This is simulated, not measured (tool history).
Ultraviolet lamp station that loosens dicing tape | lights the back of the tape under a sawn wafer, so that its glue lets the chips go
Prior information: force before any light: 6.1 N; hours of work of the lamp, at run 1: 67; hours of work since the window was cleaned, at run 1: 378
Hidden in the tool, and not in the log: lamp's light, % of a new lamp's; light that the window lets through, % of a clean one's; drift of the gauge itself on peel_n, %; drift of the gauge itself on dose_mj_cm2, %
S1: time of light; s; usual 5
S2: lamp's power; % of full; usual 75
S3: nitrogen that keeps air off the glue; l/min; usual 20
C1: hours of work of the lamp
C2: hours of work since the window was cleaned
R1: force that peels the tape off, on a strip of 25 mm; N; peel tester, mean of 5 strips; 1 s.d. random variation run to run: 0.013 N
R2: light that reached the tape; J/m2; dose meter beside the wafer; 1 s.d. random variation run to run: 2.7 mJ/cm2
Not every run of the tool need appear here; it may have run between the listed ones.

| run | hour | S1 | S2 | S3 | C1 | C2 | R1 | R2 |
|---|---|---|---|---|---|---|---|---|
| 1 | 0.0 | 5 | 75 | 20 | 67 | 378 | 0.637 | 3350 |
| 2 | 27.2 | 5 | 75 | 20 | 89 | 399 | 0.657 | 3330 |
| 3 | 53.9 | 3 | 75 | 20 | 109 | 420 | 1.457 | 1970 |
| 4 | 81.1 | 3 | 75 | 20 | 130 | 441 | 1.515 | 1980 |
|  | 104.7 | window cleaned of glue's vapour |
| 5 | 112.5 | 3 | 75 | 20 | 154 | 6 | 1.494 | 2020 |
| 6 | 127.5 | 5 | 75 | 20 | 166 | 18 | 0.641 | 3390 |
| 7 | 154.8 | 5 | 75 | 13 | 187 | 39 | 0.838 | 3350 |
| 8 | 185.2 | 5 | 75 | 13 | 211 | 63 | 0.809 | 3320 |
| 9 | 216.1 | 5 | 75 | 13 | 235 | 87 | 0.835 | 3270 |
| 10 | 236.9 | 7 | 75 | 20 | 251 | 103 | 0.383 | 4560 |
| 11 | 261.4 | 10 | 75 | 20 | 270 | 122 | 0.266 | 6490 |
| 12 | 279.6 | 10 | 75 | 20 | 284 | 136 | 0.273 | 6580 |
| 13 | 297.4 | 4 | 71 | 6 | 298 | 150 | 1.863 | 2410 |
| 14 | 310.8 | 4 | 71 | 6 | 309 | 160 | 1.885 | 2410 |
| 15 | 337.2 | 5 | 75 | 19 | 329 | 181 | 0.722 | 3160 |
| 16 | 368.5 | 3 | 70 | 20 | 354 | 205 | 1.747 | 1740 |
| 17 | 392.7 | 3 | 70 | 20 | 372 | 224 | 1.703 | 1730 |
| 18 | 420.8 | 6 | 75 | 7 | 394 | 246 | 0.965 | 3700 |
| 19 | 435.5 | 2 | 84 | 39 | 406 | 257 | 1.863 | 1380 |
| 20 | 466.6 | 9 | 62 | 36 | 430 | 281 | 0.328 | 4570 |
| 21 | 483.9 | 6 | 62 | 12 | 443 | 295 | 1.034 | 2960 |
| 22 | 500.0 | 6 | 62 | 12 | 456 | 307 | 0.983 | 2970 |

3 options for the next run, each taken on its own from the tool as it stands now. Forecast them:
| A | 522.1 | 4 | 63 | 40 | 473 | 325 | ? | ? |
| B | 522.1 | 3 | 62 | 11 | 473 | 325 | ? | ? |
| C | 522.1 | 7 | 78 | 12 | 473 | 325 | ? | ? |

| run | R1 | R2 |
|---|---|---|
| A | 1.136 | 2010 |
| B | 2.492 | 1500 |
| C | 0.542 | 4370 |
With the hidden condition removed and each run's random variation left untouched, the same runs would have given:
| run | R1 | R2 |
|---|---|---|
| A | 0.853 | 2410 |
| B | 2.098 | 1800 |
| C | 0.404 | 5240 |
